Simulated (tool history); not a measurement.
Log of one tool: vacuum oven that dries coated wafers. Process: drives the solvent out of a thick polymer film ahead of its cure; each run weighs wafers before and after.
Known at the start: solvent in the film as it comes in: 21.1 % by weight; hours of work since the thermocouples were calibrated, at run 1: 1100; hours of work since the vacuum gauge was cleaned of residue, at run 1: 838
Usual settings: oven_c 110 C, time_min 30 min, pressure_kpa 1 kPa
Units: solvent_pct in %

run	hour	oven_c	time_min	pressure_kpa	hours of work since the thermocouples were calibrated	hours of work since the vacuum gauge was cleaned of residue	solvent_pct
1	0	110	30	1	1100	838	3.77
2	59.5	106	30	1	1143	881	4.96
3	96.6	110	30	2.71	1170	908	4.36
4	163.7	110	30	1	1218	956	3.67
5	197.2	110	30	1	1242	980	3.66
6	240.6	110	30	1	1274	1011	3.74
7	279.1	110	30	1	1301	1039	3.85
8	334.7	110	30	1	1341	1079	3.74
9	376.8	110	30	1	1372	1109	3.66
10	416.8	110	30	1	1401	1138	3.75
11	463.8	122	30	1	1434	1172	1.13
12	517.3	110	30	1	1473	1210	3.62
13	553.4	110	30	1	1499	1236	3.77
14	618.9	110	30	1	1546	1284	3.74
15	680.1	110	33	1	1590	1328	3.15
16	741	110	33	1	1634	1371	3.31
17	797.8	110	33	1	1675	1412	3.13
18	834.6	110	33	1	1701	1439	3.29
19	864.6	110	33	1	1723	1460	3.27
# hour 893.8: oven's thermocouples calibrated
20	915.1	123	30	1	15	1495	0.95
21	953.8	123	30	1	43	1523	0.92
22	1002.5	123	30	1	78	1558	0.92
23	1062.5	108	40	0.52	121	1601	2.7
24	1130.7	108	40	0.52	171	1651	2.63
25	1202.1	110	30	1	222	1702	3.68
26	1240	105	50	1.31	249	1729	2.77
27	1272.6	105	50	1.31	273	1753	2.8
28	1343.6	121	33	1.71	324	1804	1.1
29	1402.8	118	16	3.66	366	1846	5.43
30	1472.3	118	16	3.66	416	1897	5.49
31	1542.8	110	27	3.84	467	1947	5.34
# hour 1587.3: vacuum gauge cleaned of residue and calibrated
32	1612.6	110	38	3.84	516	18	3.7
33	1681.1	110	38	3.84	566	67	3.68
34	1714.8	110	30	0.53	590	92	3.47
35	1749	110	30	0.53	615	116	3.5
36	1779.1	110	51	0.66	636	138	1.42
37	1825.9	110	20	1.76	670	172	6.36
38	1885.5	115	20	1.76	713	215	4.77
39	1940.4	110	30	1.67	752	254	3.83
40	2006.7	110	30	1.67	800	302	3.84

Forecast each of these 3 alternatives for the next run:
A	2045.5	107	15	1.02	828	330	?
B	2045.5	124	26	0.62	828	330	?
C	2045.5	107	30	1.67	828	330	?

run	solvent_pct
A	8.81
B	1.1
C	5.03
Without the tool's hidden state the same runs would have given:
run	solvent_pct
A	8.79
B	1.1
C	5.02
